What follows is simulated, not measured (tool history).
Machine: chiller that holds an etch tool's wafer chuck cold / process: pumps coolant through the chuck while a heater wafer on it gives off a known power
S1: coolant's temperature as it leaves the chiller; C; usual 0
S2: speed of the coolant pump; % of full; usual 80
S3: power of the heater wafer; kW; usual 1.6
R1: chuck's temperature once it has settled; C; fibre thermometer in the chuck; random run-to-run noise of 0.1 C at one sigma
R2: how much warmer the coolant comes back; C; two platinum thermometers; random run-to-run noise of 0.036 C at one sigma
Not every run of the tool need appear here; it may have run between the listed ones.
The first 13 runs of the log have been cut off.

run 14 hour=990.4 | S1=0 S2=80 S3=1.6 | R1=11.3 R2=6.66
run 15 hour=1038.1 | S1=0 S2=80 S3=1.6 | R1=11.3 R2=6.68
run 16 hour=1095.8 | S1=0 S2=80 S3=0.857 | R1=5.8 R2=3.6
run 17 hour=1146.4 | S1=0 S2=61 S3=0.987 | R1=8.8 R2=5.54
run 18 hour=1229.3 | S1=4 S2=91 S3=1.155 | R1=11 R2=4.17
run 19 hour=1275.9 | S1=8 S2=80 S3=2.345 | R1=25 R2=9.8
run 20 hour=1341 | S1=0 S2=80 S3=1.45 | R1=10.2 R2=6.07
run 21 hour=1421 | S1=9 S2=80 S3=1.846 | R1=22.3 R2=7.71
run 22 hour=1491.4 | S1=9 S2=80 S3=1.846 | R1=22.3 R2=7.65
run 23 hour=1585.1 | S1=4 S2=80 S3=1.627 | R1=15.6 R2=6.77
run 24 hour=1632.3 | S1=-8 S2=71 S3=2.019 | R1=8.2 R2=9.64
run 25 hour=1736.3 | S1=6 S2=63 S3=1.6 | R1=20.1 R2=8.71
run 26 hour=1788.6 | S1=0 S2=93 S3=1.97 | R1=12.6 R2=6.94
run 27 hour=1841.5 | S1=-2 S2=65 S3=1.073 | R1=7.2 R2=5.64
run 28 hour=1927.5 | S1=8 S2=90 S3=2.259 | R1=22.8 R2=8.33
run 29 hour=1995.5 | S1=8 S2=90 S3=2.259 | R1=22.8 R2=8.33
run 30 hour=2100.2 | S1=8 S2=90 S3=2.259 | R1=22.8 R2=8.23
run 31 hour=2154.1 | S1=8 S2=90 S3=2.259 | R1=22.6 R2=8.3

Forecast each of these 4 alternatives for the next run:
run A hour=2211.2 | S1=-8 S2=90 S3=2.259 | R1=? R2=?
run B hour=2211.2 | S1=8 S2=90 S3=0.866 | R1=? R2=?
run C hour=2211.2 | S1=10 S2=64 S3=1.092 | R1=? R2=?
run D hour=2211.2 | S1=0 S2=96 S3=1.033 | R1=? R2=?

run=A R1=6.9 R2=8.32
run=B R1=13.5 R2=3.19
run=C R1=19.6 R2=5.89
run=D R1=6.3 R2=3.52
With the hidden condition removed and each run's random variation left untouched, the same runs would have given:
run=A R1=6.2 R2=7.92
run=B R1=13.5 R2=3.04
run=C R1=19.3 R2=5.6
run=D R1=6.2 R2=3.35
